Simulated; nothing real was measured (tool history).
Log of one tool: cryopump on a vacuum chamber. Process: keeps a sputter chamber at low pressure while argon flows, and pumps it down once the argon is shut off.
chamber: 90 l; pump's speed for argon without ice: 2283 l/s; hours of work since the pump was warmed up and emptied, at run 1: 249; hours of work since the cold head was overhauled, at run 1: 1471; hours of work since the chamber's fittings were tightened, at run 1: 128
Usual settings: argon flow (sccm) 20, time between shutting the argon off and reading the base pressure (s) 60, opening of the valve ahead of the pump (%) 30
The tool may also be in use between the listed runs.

run	hour	argon flow (sccm)	time between shutting the argon off and reading the base pressure (s)	opening of the valve ahead of the pump (%)	hours of work since the pump was warmed up and emptied	hours of work since the cold head was overhauled	hours of work since the chamber's fittings were tightened	pressure while argon flows (Pa)	pressure after the wait (uPa)
1	0.0	20	60	30	249	1471	128	0.0500	1.17
2	47.2	20	60	30	283	1505	162	0.0516	1.22
3	122.1	20	48	30	337	1559	216	0.0517	1.47
4	174.3	8	60	30	375	1597	254	0.0214	1.21
5	230.6	8	60	30	416	1638	295	0.0202	1.32
6	274.2	8	60	30	447	1669	326	0.0208	1.24
7	312.3	20	29	30	475	1697	354	0.0521	2.36
8	401.2	20	60	30	539	1761	418	0.0524	1.28
9	488.4	14	60	30	602	1824	481	0.0369	1.31
10	559.7	14	60	30	653	1876	532	0.0372	1.30
11	644.7	14	60	30	715	1937	594	0.0376	1.41
12	724.6	20	60	30	772	1995	652	0.0540	1.43
13	780.3	20	60	30	813	2035	692	0.0540	1.38
14	840.1	20	60	30	856	2078	735	0.0544	1.41
15	917.0	20	60	30	911	2134	790	0.0543	1.46
16	989.4	20	60	30	964	2186	843	0.0540	1.45
17	1078.9	20	60	30	1028	2251	907	0.0562	1.58
18	1145.6	20	60	30	1077	2299	956	0.0554	1.54
# hour 1192.5: pump warmed up, emptied and cooled again
19	1208.8	33	25	19	12	2341	998	0.1286	2.87
20	1262.4	20	179	30	51	2380	1036	0.0501	0.72
21	1336.8	10	101	24	104	2433	1090	0.0305	1.04
# hour 1369.0: leaking fittings of the chamber tightened, without venting
22	1416.2	10	101	24	160	2489	34	0.0311	0.79
23	1455.0	11	101	24	188	2517	62	0.0347	0.81
24	1503.7	11	101	24	223	2553	97	0.0341	0.76
25	1543.9	11	101	24	252	2582	126	0.0343	0.78
26	1608.5	20	60	35	299	2628	173	0.0435	1.23
27	1647.6	13	78	55	327	2657	201	0.0188	1.02
28	1715.9	10	50	55	377	2706	251	0.0145	1.45
29	1766.6	10	50	55	413	2742	287	0.0145	1.47
30	1826.2	20	181	60	456	2786	330	0.0266	0.59
31	1904.5	20	181	60	513	2842	387	0.0276	0.63
32	1955.5	20	181	60	550	2879	424	0.0274	0.64
33	2035.4	20	30	30	608	2937	481	0.0522	2.33
34	2126.7	8	36	28	674	3003	547	0.0217	2.08
35	2189.2	31	191	44	719	3048	593	0.0574	0.70

3 ways to go on from here, each from the tool as it stands after run 35. What would each give?
A	2235.1	31	231	44	752	3081	626	?	?
B	2235.1	24	24	30	752	3081	626	?	?
C	2235.1	16	162	34	752	3081	626	?	?

run	pressure while argon flows (Pa)	pressure after the wait (uPa)
A	0.0576	0.64
B	0.0643	2.90
C	0.0376	0.81
Without the tool's hidden state the same runs would have given:
run	pressure while argon flows (Pa)	pressure after the wait (uPa)
A	0.0516	0.39
B	0.0597	2.64
C	0.0345	0.55

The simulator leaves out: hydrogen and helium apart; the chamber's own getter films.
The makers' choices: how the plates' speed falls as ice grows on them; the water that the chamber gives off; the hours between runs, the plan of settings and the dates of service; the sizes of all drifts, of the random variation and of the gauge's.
